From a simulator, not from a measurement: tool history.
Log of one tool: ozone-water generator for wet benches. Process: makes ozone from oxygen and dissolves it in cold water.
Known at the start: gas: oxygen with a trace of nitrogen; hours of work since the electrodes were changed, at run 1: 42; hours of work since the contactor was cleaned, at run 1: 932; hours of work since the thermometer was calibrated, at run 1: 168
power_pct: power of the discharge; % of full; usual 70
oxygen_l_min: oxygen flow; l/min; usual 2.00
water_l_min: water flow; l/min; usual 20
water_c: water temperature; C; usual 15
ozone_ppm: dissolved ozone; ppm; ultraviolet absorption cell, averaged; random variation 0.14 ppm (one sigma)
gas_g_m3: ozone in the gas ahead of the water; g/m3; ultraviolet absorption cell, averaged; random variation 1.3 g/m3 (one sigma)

run   hour  power_pct  oxygen_l_min  water_l_min  water_c  hours of work since the electrodes were changed  hours of work since the contactor was cleaned  hours of work since the thermometer was calibrated  ozone_ppm  gas_g_m3
  1    0.0         70          2.00           20       15                                               42                                            932                                                 168       16.3     239.9
  2   32.3         70          2.00           20       15                                               70                                            960                                                 196       16.4     243.1
  3   68.9         70          2.00           20       15                                              102                                            991                                                 228       16.3     241.7
  4   89.8         70          2.00           20       15                                              120                                           1010                                                 246       16.3     242.6
  5  122.1         70          2.00           20       15                                              148                                           1038                                                 274       16.1     241.3
  6  143.9         70          2.00           20       15                                              167                                           1057                                                 293       16.2     240.4
  7  170.5         70          2.00           20       15                                              190                                           1080                                                 316       16.1     240.4
  8  190.8         70          2.47           20       15                                              208                                           1097                                                 333       16.4     207.3
  9  215.9         70          2.00           20       11                                              229                                           1119                                                 355       16.8     242.2
 10  244.1         70          2.00           20       15                                              254                                           1143                                                 380       16.4     239.9
 11  272.3         49          2.00           20       15                                              278                                           1168                                                 404       13.2     195.8
 12  304.3         70          2.00           20       15                                              306                                           1196                                                 432       16.2     241.3
 13  340.5         70          2.00           20       19                                              338                                           1227                                                 463       15.9     238.8
 14  359.5         70          1.22           20       15                                              354                                           1243                                                 480       15.5     338.0
 15  375.0         62          2.00           20       15                                              367                                           1257                                                 493       15.2     225.0
 16  394.7         62          2.00           20       15                                              385                                           1274                                                 510       15.3     223.8
 17  414.4         94          1.42           23       14                                              402                                           1291                                                 527       16.5     361.0
 18  436.5         70          1.45           20       11                                              421                                           1310                                                 547       16.0     299.3
 19  471.0         57          3.03           27       17                                              451                                           1340                                                 576       11.0     158.0
 20  492.6         70          2.00           20        9                                              469                                           1359                                                 595       16.6     238.6
 21  526.2         70          2.00           20        9                                              499                                           1388                                                 624       16.8     240.0
 22  555.0         87          1.29           20       13                                              524                                           1413                                                 649       17.6     369.2
 23  588.7         65          2.38           20       13                                              553                                           1442                                                 679       16.0     201.8
 24  606.2         70          2.80           27        9                                              568                                           1457                                                 694       13.1     188.0
 25  638.7         52          3.03           28       13                                              596                                           1486                                                 722       10.5     151.5
 26  674.9         70          2.00           21       15                                              628                                           1517                                                 753       15.3     237.6
 27  692.4         75          2.30           14       15                                              643                                           1532                                                 768       23.2     223.6
 28  712.5         75          2.30           14       15                                              660                                           1550                                                 786       23.6     226.0
 29  730.6         47          2.08           31       13                                              676                                           1565                                                 802        8.5     182.1
 30  764.7         47          2.08           31       13                                              705                                           1595                                                 831        8.4     182.2
 31  781.4         70          1.93           31       15                                              720                                           1609                                                 846       10.4     240.7
 32  812.7         62          2.00           20       17                                              747                                           1637                                                 873       14.8     220.6

The same runs without the tool's hidden state, with the same run-to-run variation:
The hidden state here: yield of the discharge, % of new electrodes'; contactor's efficiency, % of a clean one's; true water temperature over the reading, C; drift of the gauge itself on ozone_ppm, %; drift of the gauge itself on gas_g_m3, %.
run  gas_g_m3
  1     239.9
  2     243.4
  3     242.3
  4     243.4
  5     242.4
  6     241.6
  7     241.8
  8     208.6
  9     244.0
 10     241.9
 11     197.6
 12     243.8
 13     241.5
 14     342.1
 15     227.9
 16     226.8
 17     366.1
 18     303.8
 19     160.5
 20     242.6
 21     244.2
 22     376.2
 23     205.8
 24     191.9
 25     154.8
 26     243.1
 27     228.9
 28     231.5
 29     186.7
 30     187.0
 31     247.2
 32     226.7
ozone_ppm: within 0.1 ppm of the measured result in every run.

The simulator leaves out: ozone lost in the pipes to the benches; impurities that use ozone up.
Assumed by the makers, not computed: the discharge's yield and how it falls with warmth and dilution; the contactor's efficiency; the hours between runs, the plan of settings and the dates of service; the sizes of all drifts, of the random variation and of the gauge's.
